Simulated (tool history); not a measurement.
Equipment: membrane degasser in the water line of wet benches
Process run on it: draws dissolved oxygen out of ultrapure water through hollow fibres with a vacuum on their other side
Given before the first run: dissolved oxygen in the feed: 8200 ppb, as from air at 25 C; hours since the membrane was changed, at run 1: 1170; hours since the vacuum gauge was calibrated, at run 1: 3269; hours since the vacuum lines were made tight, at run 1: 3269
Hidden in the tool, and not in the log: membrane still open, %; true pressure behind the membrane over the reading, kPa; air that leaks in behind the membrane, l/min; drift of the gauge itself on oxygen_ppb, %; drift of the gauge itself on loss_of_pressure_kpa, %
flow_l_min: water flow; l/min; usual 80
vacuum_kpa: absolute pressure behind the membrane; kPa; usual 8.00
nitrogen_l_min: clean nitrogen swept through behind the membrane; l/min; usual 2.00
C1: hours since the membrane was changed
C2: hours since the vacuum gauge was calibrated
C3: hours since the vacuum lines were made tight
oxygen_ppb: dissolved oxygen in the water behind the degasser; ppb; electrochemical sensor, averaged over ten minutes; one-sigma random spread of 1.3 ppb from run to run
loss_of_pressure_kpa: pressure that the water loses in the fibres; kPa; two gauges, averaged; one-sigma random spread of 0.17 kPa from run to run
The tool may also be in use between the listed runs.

{"run": 1, "day": 0.0, "flow_l_min": 80, "vacuum_kpa": 8.0, "nitrogen_l_min": 2.0, "C1": 1170, "C2": 3269, "C3": 3269, "oxygen_ppb": 372.9, "loss_of_pressure_kpa": 26.4}
{"run": 2, "day": 9.696, "flow_l_min": 80, "vacuum_kpa": 8.0, "nitrogen_l_min": 2.0, "C1": 1403, "C2": 3501, "C3": 3501, "oxygen_ppb": 374.2, "loss_of_pressure_kpa": 26.4}
{"run": 3, "day": 18.504, "flow_l_min": 80, "vacuum_kpa": 8.0, "nitrogen_l_min": 2.0, "C1": 1615, "C2": 3713, "C3": 3713, "oxygen_ppb": 373.9, "loss_of_pressure_kpa": 26.44}
{"run": 4, "day": 23.85, "flow_l_min": 80, "vacuum_kpa": 8.0, "nitrogen_l_min": 2.0, "C1": 1743, "C2": 3841, "C3": 3841, "oxygen_ppb": 375.1, "loss_of_pressure_kpa": 26.56}
{"run": 5, "day": 32.579, "flow_l_min": 80, "vacuum_kpa": 8.0, "nitrogen_l_min": 2.16, "C1": 1952, "C2": 4050, "C3": 4050, "oxygen_ppb": 351.1, "loss_of_pressure_kpa": 26.42}
{"run": 6, "day": 39.517, "flow_l_min": 80, "vacuum_kpa": 8.0, "nitrogen_l_min": 2.0, "C1": 2119, "C2": 4217, "C3": 4217, "oxygen_ppb": 371.9, "loss_of_pressure_kpa": 26.44}
{"run": 7, "day": 45.838, "flow_l_min": 80, "vacuum_kpa": 8.0, "nitrogen_l_min": 2.49, "C1": 2271, "C2": 4369, "C3": 4369, "oxygen_ppb": 312.4, "loss_of_pressure_kpa": 26.52}
{"run": 8, "day": 50.288, "flow_l_min": 125, "vacuum_kpa": 8.0, "nitrogen_l_min": 2.0, "C1": 2377, "C2": 4475, "C3": 4475, "oxygen_ppb": 545.2, "loss_of_pressure_kpa": 41.33}
{"day": 57.25, "done": "vacuum gauge calibrated"}
{"run": 9, "day": 58.875, "flow_l_min": 80, "vacuum_kpa": 8.0, "nitrogen_l_min": 1.5, "C1": 2583, "C2": 39, "C3": 4681, "oxygen_ppb": 458.0, "loss_of_pressure_kpa": 26.59}
{"run": 10, "day": 66.458, "flow_l_min": 80, "vacuum_kpa": 8.0, "nitrogen_l_min": 1.5, "C1": 2765, "C2": 221, "C3": 4863, "oxygen_ppb": 462.1, "loss_of_pressure_kpa": 26.6}
{"run": 11, "day": 71.654, "flow_l_min": 80, "vacuum_kpa": 8.0, "nitrogen_l_min": 2.0, "C1": 2890, "C2": 346, "C3": 4988, "oxygen_ppb": 371.0, "loss_of_pressure_kpa": 26.34}
{"run": 12, "day": 77.275, "flow_l_min": 80, "vacuum_kpa": 8.0, "nitrogen_l_min": 2.0, "C1": 3025, "C2": 481, "C3": 5123, "oxygen_ppb": 372.6, "loss_of_pressure_kpa": 26.59}
{"run": 13, "day": 82.012, "flow_l_min": 80, "vacuum_kpa": 8.0, "nitrogen_l_min": 2.0, "C1": 3138, "C2": 594, "C3": 5236, "oxygen_ppb": 371.4, "loss_of_pressure_kpa": 26.28}
{"run": 14, "day": 90.054, "flow_l_min": 80, "vacuum_kpa": 8.0, "nitrogen_l_min": 2.0, "C1": 3331, "C2": 787, "C3": 5429, "oxygen_ppb": 372.9, "loss_of_pressure_kpa": 26.57}
{"run": 15, "day": 96.375, "flow_l_min": 80, "vacuum_kpa": 8.0, "nitrogen_l_min": 3.08, "C1": 3483, "C2": 939, "C3": 5581, "oxygen_ppb": 264.9, "loss_of_pressure_kpa": 26.64}
{"run": 16, "day": 104.9, "flow_l_min": 80, "vacuum_kpa": 8.0, "nitrogen_l_min": 3.08, "C1": 3688, "C2": 1144, "C3": 5786, "oxygen_ppb": 262.3, "loss_of_pressure_kpa": 26.28}
{"run": 17, "day": 111.938, "flow_l_min": 80, "vacuum_kpa": 8.0, "nitrogen_l_min": 1.07, "C1": 3856, "C2": 1312, "C3": 5954, "oxygen_ppb": 580.6, "loss_of_pressure_kpa": 26.52}
{"run": 18, "day": 118.633, "flow_l_min": 80, "vacuum_kpa": 8.0, "nitrogen_l_min": 1.07, "C1": 4017, "C2": 1473, "C3": 6115, "oxygen_ppb": 587.4, "loss_of_pressure_kpa": 26.56}
{"run": 19, "day": 127.479, "flow_l_min": 71, "vacuum_kpa": 8.0, "nitrogen_l_min": 1.07, "C1": 4230, "C2": 1686, "C3": 6328, "oxygen_ppb": 537.7, "loss_of_pressure_kpa": 23.13}
{"run": 20, "day": 134.075, "flow_l_min": 86, "vacuum_kpa": 9.81, "nitrogen_l_min": 0.94, "C1": 4388, "C2": 1844, "C3": 6486, "oxygen_ppb": 899.5, "loss_of_pressure_kpa": 28.57}
{"run": 21, "day": 139.933, "flow_l_min": 86, "vacuum_kpa": 9.81, "nitrogen_l_min": 0.94, "C1": 4528, "C2": 1984, "C3": 6626, "oxygen_ppb": 900.8, "loss_of_pressure_kpa": 28.44}
{"run": 22, "day": 145.267, "flow_l_min": 86, "vacuum_kpa": 9.81, "nitrogen_l_min": 0.94, "C1": 4656, "C2": 2112, "C3": 6754, "oxygen_ppb": 898.4, "loss_of_pressure_kpa": 28.6}

Estimate the outcome of run 23 from the log above:
{"run": 23, "day": 151.229, "flow_l_min": 80, "vacuum_kpa": 6.77, "nitrogen_l_min": 1.13, "C1": 4799, "C2": 2256, "C3": 6898, "oxygen_ppb": "?", "loss_of_pressure_kpa": "?"}

Run 23 came out at oxygen_ppb 424.3 ppb, loss_of_pressure_kpa 26.49 kPa.
The same run, on a tool lacking any hidden state, would have yielded oxygen_ppb 424.1 ppb, loss_of_pressure_kpa 26.47 kPa.
